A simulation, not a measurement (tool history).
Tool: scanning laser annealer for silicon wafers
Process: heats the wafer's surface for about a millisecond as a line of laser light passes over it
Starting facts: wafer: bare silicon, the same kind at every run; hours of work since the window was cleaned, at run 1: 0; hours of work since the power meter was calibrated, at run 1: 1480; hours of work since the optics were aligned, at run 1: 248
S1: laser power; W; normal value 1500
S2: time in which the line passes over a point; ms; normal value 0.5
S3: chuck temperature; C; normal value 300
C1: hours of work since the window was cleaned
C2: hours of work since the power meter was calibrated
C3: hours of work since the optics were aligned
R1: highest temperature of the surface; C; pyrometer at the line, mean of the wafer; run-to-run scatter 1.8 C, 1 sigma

run 1 hour=0 | S1=1500 S2=0.5 S3=300 | C1=0 C2=1480 C3=248 | R1=1005
run 2 hour=48.7 | S1=1500 S2=0.5 S3=300 | C1=35 C2=1515 C3=284 | R1=1001
run 3 hour=102.6 | S1=1500 S2=0.5 S3=300 | C1=75 C2=1555 C3=323 | R1=998
run 4 hour=168.4 | S1=1500 S2=0.5 S3=332 | C1=123 C2=1603 C3=371 | R1=1025
run 5 hour=239.8 | S1=1571 S2=0.5 S3=300 | C1=175 C2=1655 C3=423 | R1=1022
run 6 hour=286.5 | S1=1571 S2=0.5 S3=300 | C1=209 C2=1689 C3=457 | R1=1018
run 7 hour=358.7 | S1=1500 S2=0.5 S3=300 | C1=261 C2=1741 C3=510 | R1=982
run 8 hour=395.5 | S1=1500 S2=0.5 S3=300 | C1=288 C2=1768 C3=537 | R1=984
run 9 hour=454.1 | S1=1500 S2=0.444 S3=300 | C1=331 C2=1811 C3=580 | R1=931
run 10 hour=492.9 | S1=1500 S2=0.376 S3=300 | C1=359 C2=1839 C3=608 | R1=874
-- hour=499.3 window over the wafer cleaned
run 11 hour=554.4 | S1=1500 S2=0.376 S3=300 | C1=40 C2=1883 C3=651 | R1=859
run 12 hour=596.9 | S1=1500 S2=0.5 S3=300 | C1=71 C2=1914 C3=682 | R1=957
run 13 hour=642.7 | S1=1500 S2=0.351 S3=300 | C1=105 C2=1947 C3=716 | R1=835
run 14 hour=709.6 | S1=1500 S2=0.351 S3=300 | C1=153 C2=1996 C3=764 | R1=832
run 15 hour=742.4 | S1=1500 S2=0.377 S3=272 | C1=177 C2=2020 C3=788 | R1=825
run 16 hour=785.4 | S1=1500 S2=0.377 S3=272 | C1=209 C2=2051 C3=819 | R1=823
run 17 hour=858.7 | S1=1596 S2=0.5 S3=300 | C1=262 C2=2104 C3=873 | R1=986
-- hour=867.1 window over the wafer cleaned, once more
run 18 hour=904.7 | S1=1500 S2=0.498 S3=274 | C1=27 C2=2137 C3=905 | R1=961
run 19 hour=978.3 | S1=1500 S2=0.37 S3=274 | C1=81 C2=2190 C3=959 | R1=854
run 20 hour=1042.7 | S1=1506 S2=0.37 S3=274 | C1=128 C2=2237 C3=1006 | R1=855
run 21 hour=1114.7 | S1=1500 S2=0.362 S3=300 | C1=180 C2=2290 C3=1058 | R1=864
run 22 hour=1158 | S1=1418 S2=0.5 S3=300 | C1=212 C2=2321 C3=1090 | R1=941
run 23 hour=1231.3 | S1=1336 S2=0.467 S3=339 | C1=266 C2=2375 C3=1143 | R1=922
run 24 hour=1270.6 | S1=1279 S2=0.485 S3=300 | C1=294 C2=2403 C3=1172 | R1=871
run 25 hour=1335.5 | S1=1329 S2=0.376 S3=336 | C1=341 C2=2451 C3=1219 | R1=844
run 26 hour=1389.2 | S1=1429 S2=0.503 S3=273 | C1=381 C2=2490 C3=1258 | R1=909
-- hour=1427.7 optics aligned, line set to its width
run 27 hour=1447 | S1=1429 S2=0.503 S3=273 | C1=419 C2=2528 C3=14 | R1=915
-- hour=1500.9 window over the wafer cleaned
run 28 hour=1507.1 | S1=1396 S2=0.595 S3=307 | C1=4 C2=2571 C3=56 | R1=1024

Forecast each of these 4 alternatives for the next run:
run A hour=1551.6 | S1=1396 S2=0.56 S3=307 | C1=37 C2=2603 C3=89 | R1=?
run B hour=1551.6 | S1=1312 S2=0.595 S3=266 | C1=37 C2=2603 C3=89 | R1=?
run C hour=1551.6 | S1=1612 S2=0.595 S3=321 | C1=37 C2=2603 C3=89 | R1=?
run D hour=1551.6 | S1=1317 S2=0.433 S3=330 | C1=37 C2=2603 C3=89 | R1=?

run=A R1=1002
run=B R1=945
run=C R1=1141
run=D R1=897
The same runs, with their run-to-run variation unchanged, on a tool lacking any hidden condition would have given:
run=A R1=1022
run=B R1=965
run=C R1=1165
run=D R1=914
